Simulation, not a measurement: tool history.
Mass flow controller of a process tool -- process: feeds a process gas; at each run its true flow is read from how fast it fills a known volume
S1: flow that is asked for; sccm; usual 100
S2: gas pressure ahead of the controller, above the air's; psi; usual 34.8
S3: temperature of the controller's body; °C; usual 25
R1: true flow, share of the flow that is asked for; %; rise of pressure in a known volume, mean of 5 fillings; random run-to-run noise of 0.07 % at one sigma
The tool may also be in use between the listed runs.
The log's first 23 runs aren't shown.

Run 24, hour 5431.3: usual settings but S1 140 sccm, S2 27.7 psi, S3 29 °C. Result: R1 99.76 %.
Run 25, hour 5745.5: usual settings but S1 140 sccm, S2 27.7 psi, S3 29 °C. Result: R1 99.81 %.
Run 26, hour 5931.3: usual settings but S1 60 sccm, S2 22.5 psi, S3 39 °C. Result: R1 96.52 %.
Run 27, hour 6172.8: usual settings but S1 37 sccm. Result: R1 94.69 %.
Run 28, hour 6383.8: usual settings but S1 155 sccm, S2 36 psi, S3 26 °C. Result: R1 100.11 %.
Run 29, hour 6560.4: usual settings but S1 102 sccm, S2 38.1 psi, S3 26 °C. Result: R1 98.68 %.
Run 30, hour 6886.9: usual settings but S1 102 sccm, S2 38.1 psi, S3 26 °C. Result: R1 98.63 %.
Run 31, hour 7182.2: usual settings but S1 38 sccm, S2 24.4 psi. Result: R1 94.92 %.
Run 32, hour 7432.1: usual settings but S1 171 sccm, S2 24.4 psi, S3 27 °C. Result: R1 100.63 %.

Here are 4 independent what-if runs from the current tool condition. What would each one return?
Run A, hour 7623.2: usual settings but S3 33 °C. Result: R1 ?.
Run B, hour 7623.2: usual settings but S1 106 sccm, S2 24.4 psi, S3 27 °C. Result: R1 ?.
Run C, hour 7623.2: usual settings but S1 76 sccm, S2 39.7 psi, S3 23 °C. Result: R1 ?.
Run D, hour 7623.2: usual settings but S1 29 sccm, S2 20.6 psi, S3 27 °C. Result: R1 ?.

run     R1
  A  98.36
  B  99.06
  C  97.73
  D  93.03
Without the tool's hidden state the same runs would have given:
run     R1
  A  98.16
  B  98.74
  C   98.2
  D  98.04
